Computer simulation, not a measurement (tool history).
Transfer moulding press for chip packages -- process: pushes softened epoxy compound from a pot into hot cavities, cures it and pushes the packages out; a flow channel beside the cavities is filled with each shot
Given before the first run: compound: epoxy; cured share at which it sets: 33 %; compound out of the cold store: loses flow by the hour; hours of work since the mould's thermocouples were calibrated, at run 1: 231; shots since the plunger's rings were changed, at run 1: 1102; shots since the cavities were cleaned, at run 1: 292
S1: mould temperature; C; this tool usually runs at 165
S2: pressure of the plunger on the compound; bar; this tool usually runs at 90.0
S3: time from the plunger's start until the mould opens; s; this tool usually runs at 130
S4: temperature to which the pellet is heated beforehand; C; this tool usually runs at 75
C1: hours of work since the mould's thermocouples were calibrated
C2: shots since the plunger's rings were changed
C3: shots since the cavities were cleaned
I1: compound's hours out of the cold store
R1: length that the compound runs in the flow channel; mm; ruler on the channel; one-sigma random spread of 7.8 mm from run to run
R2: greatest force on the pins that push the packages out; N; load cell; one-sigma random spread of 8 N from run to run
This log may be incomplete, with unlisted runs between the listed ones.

Run 1, hour 0.0: usual settings; C1 231; C2 1102; C3 292; I1 15.6. Result: R1 985 mm, R2 351 N.
Run 2, hour 13.8: usual settings but S4 67 C; C1 242; C2 1268; C3 458; I1 30.9. Result: R1 930 mm, R2 351 N.
Run 3, hour 34.2: usual settings but S4 67 C; C1 258; C2 1510; C3 700; I1 24.1. Result: R1 957 mm, R2 357 N.
Run 4, hour 49.8: usual settings but S4 67 C; C1 271; C2 1697; C3 887; I1 25.5. Result: R1 954 mm, R2 344 N.
At hour 76.5: cavities cleaned with cleaning compound and waxed.
Run 5, hour 82.8: usual settings but S3 137 s, S4 67 C; C1 296; C2 2072; C3 75; I1 31.8. Result: R1 946 mm, R2 348 N.
At hour 96.5: mould's thermocouples calibrated.
Run 6, hour 115.1: usual settings; C1 15; C2 2435; C3 438; I1 41.2. Result: R1 910 mm, R2 336 N.
Run 7, hour 130.5: usual settings; C1 27; C2 2618; C3 621; I1 17.5. Result: R1 986 mm, R2 357 N.
Run 8, hour 143.7: usual settings; C1 38; C2 2775; C3 778; I1 45.5. Result: R1 885 mm, R2 356 N.
Run 9, hour 170.8: usual settings; C1 59; C2 3099; C3 1102; I1 18.4. Result: R1 981 mm, R2 370 N.
At hour 180.1: cavities cleaned with cleaning compound and waxed.
Run 10, hour 187.6: usual settings; C1 71; C2 3281; C3 89; I1 14.9. Result: R1 992 mm, R2 359 N.
Run 11, hour 212.7: usual settings; C1 91; C2 3581; C3 389; I1 37.1. Result: R1 927 mm, R2 351 N.
Run 12, hour 244.8: usual settings; C1 117; C2 3965; C3 773; I1 30.0. Result: R1 930 mm, R2 342 N.
Run 13, hour 262.7: usual settings but S2 98.1 bar; C1 131; C2 4178; C3 986; I1 16.0. Result: R1 1028 mm, R2 352 N.
At hour 280.9: cavities cleaned with cleaning compound and waxed.
Run 14, hour 283.8: usual settings but S2 78.9 bar; C1 147; C2 4411; C3 34; I1 33.3. Result: R1 868 mm, R2 345 N.
Run 15, hour 298.7: usual settings but S1 172 C, S2 69.3 bar, S3 129 s; C1 159; C2 4590; C3 213; I1 18.2. Result: R1 859 mm, R2 324 N.
Run 16, hour 324.7: usual settings but S1 160 C, S3 116 s; C1 179; C2 4900; C3 523; I1 12.7. Result: R1 1018 mm, R2 528 N.
Run 17, hour 349.2: usual settings but S1 166 C, S2 75.0 bar, S3 148 s, S4 81 C; C1 199; C2 5192; C3 815; I1 25.3. Result: R1 872 mm, R2 320 N.
Run 18, hour 365.6: usual settings but S1 166 C, S2 109.3 bar, S3 159 s, S4 81 C; C1 212; C2 5388; C3 1011; I1 41.9. Result: R1 1004 mm, R2 337 N.
At hour 382.0: cavities cleaned with cleaning compound and waxed.
Run 19, hour 392.5: usual settings but S1 166 C, S2 105.6 bar, S3 159 s, S4 83 C; C1 232; C2 5690; C3 125; I1 11.4. Result: R1 1092 mm, R2 331 N.
Run 20, hour 407.9: usual settings but S1 166 C, S2 105.6 bar, S3 159 s, S4 83 C; C1 244; C2 5875; C3 310; I1 31.4. Result: R1 1017 mm, R2 326 N.
Run 21, hour 430.7: usual settings but S1 166 C, S2 105.6 bar, S3 159 s, S4 83 C; C1 263; C2 6146; C3 581; I1 22.4. Result: R1 1046 mm, R2 330 N.
Run 22, hour 457.5: usual settings but S1 166 C, S2 105.6 bar, S3 159 s, S4 83 C; C1 284; C2 6466; C3 901; I1 37.6. Result: R1 992 mm, R2 311 N.
Run 23, hour 473.3: usual settings but S1 172 C, S2 105.6 bar, S3 159 s, S4 77 C; C1 297; C2 6655; C3 1090; I1 23.9. Result: R1 1013 mm, R2 332 N.
At hour 483.6: cavities cleaned with cleaning compound and waxed.
At hour 488.1: mould's thermocouples calibrated.
Run 24, hour 490.9: usual settings but S1 172 C, S2 105.6 bar, S3 159 s, S4 77 C; C1 2; C2 6823; C3 63; I1 23.4. Result: R1 1012 mm, R2 310 N.
At hour 506.5: plunger's sealing rings changed.
Run 25, hour 513.1: usual settings but S1 167 C, S2 107.9 bar, S3 168 s, S4 77 C; C1 18; C2 80; C3 299; I1 47.3. Result: R1 976 mm, R2 327 N.
Run 26, hour 535.4: usual settings but S1 158 C, S2 109.2 bar, S3 152 s, S4 66 C; C1 36; C2 345; C3 564; I1 11.0. Result: R1 1129 mm, R2 394 N.
Run 27, hour 556.1: usual settings but S2 77.2 bar, S4 78 C; C1 52; C2 593; C3 812; I1 21.3. Result: R1 908 mm, R2 354 N.
Run 28, hour 578.1: usual settings but S1 163 C, S2 89.3 bar, S3 149 s, S4 83 C; C1 70; C2 855; C3 1074; I1 11.0. Result: R1 1007 mm, R2 342 N.

Here are 3 independent what-if runs from the current tool condition. What would each one return?
At hour 589.9: cavities cleaned with cleaning compound and waxed.
Run A, hour 607.3: usual settings but S2 89.3 bar, S3 149 s, S4 83 C; C1 92; C2 1186; C3 208; I1 32.3. Result: R1 ?, R2 ?.
At hour 589.9: cavities cleaned with cleaning compound and waxed.
Run B, hour 607.3: usual settings but S1 167 C, S2 79.9 bar, S4 82 C; C1 92; C2 1186; C3 208; I1 18.8. Result: R1 ?, R2 ?.
At hour 589.9: cavities cleaned with cleaning compound and waxed.
Run C, hour 607.3: usual settings but S3 159 s, S4 66 C; C1 92; C2 1186; C3 208; I1 47.6. Result: R1 ?, R2 ?.

run   R1   R2
  A  926  325
  B  924  342
  C  895  332
With no hidden state in the tool, these same runs would have given:
run   R1   R2
  A  927  324
  B  924  341
  C  895  331

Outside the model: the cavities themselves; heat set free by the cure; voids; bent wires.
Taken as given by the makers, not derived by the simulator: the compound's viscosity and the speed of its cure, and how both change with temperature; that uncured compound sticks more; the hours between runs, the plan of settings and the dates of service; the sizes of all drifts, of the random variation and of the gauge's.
